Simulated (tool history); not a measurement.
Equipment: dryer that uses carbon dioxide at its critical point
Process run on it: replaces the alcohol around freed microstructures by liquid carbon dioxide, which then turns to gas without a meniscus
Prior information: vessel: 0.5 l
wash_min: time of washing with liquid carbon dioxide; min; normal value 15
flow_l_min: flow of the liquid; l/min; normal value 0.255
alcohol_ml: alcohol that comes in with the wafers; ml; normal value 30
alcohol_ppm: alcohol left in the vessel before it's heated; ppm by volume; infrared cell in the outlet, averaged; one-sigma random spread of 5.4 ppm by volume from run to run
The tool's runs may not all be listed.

run 1 hour=0 | wash_min=15 flow_l_min=0.255 alcohol_ml=30 | alcohol_ppm=294
run 2 hour=45.4 | wash_min=15 flow_l_min=0.255 alcohol_ml=30 | alcohol_ppm=306
run 3 hour=71.4 | wash_min=15 flow_l_min=0.255 alcohol_ml=30 | alcohol_ppm=301
run 4 hour=105 | wash_min=15 flow_l_min=0.255 alcohol_ml=30 | alcohol_ppm=328
run 5 hour=131.9 | wash_min=15 flow_l_min=0.255 alcohol_ml=30 | alcohol_ppm=323
run 6 hour=174.3 | wash_min=15 flow_l_min=0.255 alcohol_ml=30 | alcohol_ppm=325
run 7 hour=202.3 | wash_min=15 flow_l_min=0.255 alcohol_ml=86 | alcohol_ppm=644
run 8 hour=228.9 | wash_min=15 flow_l_min=0.255 alcohol_ml=30 | alcohol_ppm=334
run 9 hour=252.2 | wash_min=15 flow_l_min=0.255 alcohol_ml=30 | alcohol_ppm=338
run 10 hour=288.9 | wash_min=14 flow_l_min=0.344 alcohol_ml=47 | alcohol_ppm=223
run 11 hour=332.4 | wash_min=18 flow_l_min=0.181 alcohol_ml=58 | alcohol_ppm=1105
run 12 hour=367.4 | wash_min=11 flow_l_min=0.298 alcohol_ml=30 | alcohol_ppm=568
run 13 hour=416.7 | wash_min=22 flow_l_min=0.159 alcohol_ml=52 | alcohol_ppm=598
run 14 hour=451.3 | wash_min=22 flow_l_min=0.159 alcohol_ml=52 | alcohol_ppm=610
run 15 hour=479.6 | wash_min=17 flow_l_min=0.215 alcohol_ml=56 | alcohol_ppm=492
run 16 hour=505.2 | wash_min=17 flow_l_min=0.215 alcohol_ml=56 | alcohol_ppm=516
run 17 hour=547.7 | wash_min=17 flow_l_min=0.215 alcohol_ml=56 | alcohol_ppm=359
run 18 hour=569.5 | wash_min=17 flow_l_min=0.215 alcohol_ml=56 | alcohol_ppm=368

Withheld: 2 entries from between the runs. Position of each, and hidden state at the listed run before versus the listed run after:
Runs 12 to 13: purifier's bed changed (hour 373.9)
  flow that reaches the vessel past the clogged filter, %: 94 -> 93.6; alcohol in the recycled carbon dioxide, ppm: 178.5 -> 9.9
  the result without the hidden state subtracted from the measured one, alcohol_ppm: +278 -> +180 ppm by volume
Runs 16 to 17: inlet filter changed (hour 524.6)
  flow that reaches the vessel past the clogged filter, %: 92.9 -> 99; alcohol in the recycled carbon dioxide, ppm: 18.2 -> 22
  the result without the hidden state subtracted from the measured one, alcohol_ppm: +181 -> +36 ppm by volume

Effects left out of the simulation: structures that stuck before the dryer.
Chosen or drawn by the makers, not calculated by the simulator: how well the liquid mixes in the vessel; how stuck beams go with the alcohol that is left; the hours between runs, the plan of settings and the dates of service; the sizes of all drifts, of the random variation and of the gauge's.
